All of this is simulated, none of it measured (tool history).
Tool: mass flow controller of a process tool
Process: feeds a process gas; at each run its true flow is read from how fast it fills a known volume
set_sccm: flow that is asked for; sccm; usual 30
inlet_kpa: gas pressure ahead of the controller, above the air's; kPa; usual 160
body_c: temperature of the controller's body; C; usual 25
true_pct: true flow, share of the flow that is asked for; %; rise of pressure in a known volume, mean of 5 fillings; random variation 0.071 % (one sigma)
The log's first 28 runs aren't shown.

run      day  set_sccm  inlet_kpa  body_c  true_pct
 29  164.546        12        160      35    101.44
 30  170.592        10        196      25    101.29
 31  176.846        10        196      25    101.18
 32  181.938         7        179      24    100.75
 33  188.029        11        235      27    100.95
 34  192.575         7        235      27    100.15
 35  198.338        29        210      23    102.23
 36  202.671        14        201      24    101.56
 37  206.188        14        270      25    101.06
 38  210.492        12        258      25    100.80
 39  215.225        12        258      25    100.84
 40  223.150        30        270      40    101.56
 41  227.229        30        260      21    102.04
 42  234.212        38        266      25    102.23
 43  237.692        25        180      21    102.46
 44  244.804        10        172      25    100.76
 45  248.517        10        160      35    100.43
     251.538  -- controller exchanged for a calibrated one
 46  255.825        16        160      34     99.42
 47  260.792        30        158      22     99.99

5 ways to go on from here, each from the tool as it stands after run 47. What would each give?
  A  267.679        30        158      20         ?
  B  267.679        30        224      29         ?
  C  267.679        30        147      22         ?
  D  267.679        30        160      21         ?
  E  267.679        30        158      21         ?

run  true_pct
  A     99.98
  B     99.40
  C    100.05
  D     99.98
  E    100.07
Without the tool's hidden state the same runs would have given:
run  true_pct
  A    100.03
  B     99.46
  C    100.11
  D    100.04
  E    100.12

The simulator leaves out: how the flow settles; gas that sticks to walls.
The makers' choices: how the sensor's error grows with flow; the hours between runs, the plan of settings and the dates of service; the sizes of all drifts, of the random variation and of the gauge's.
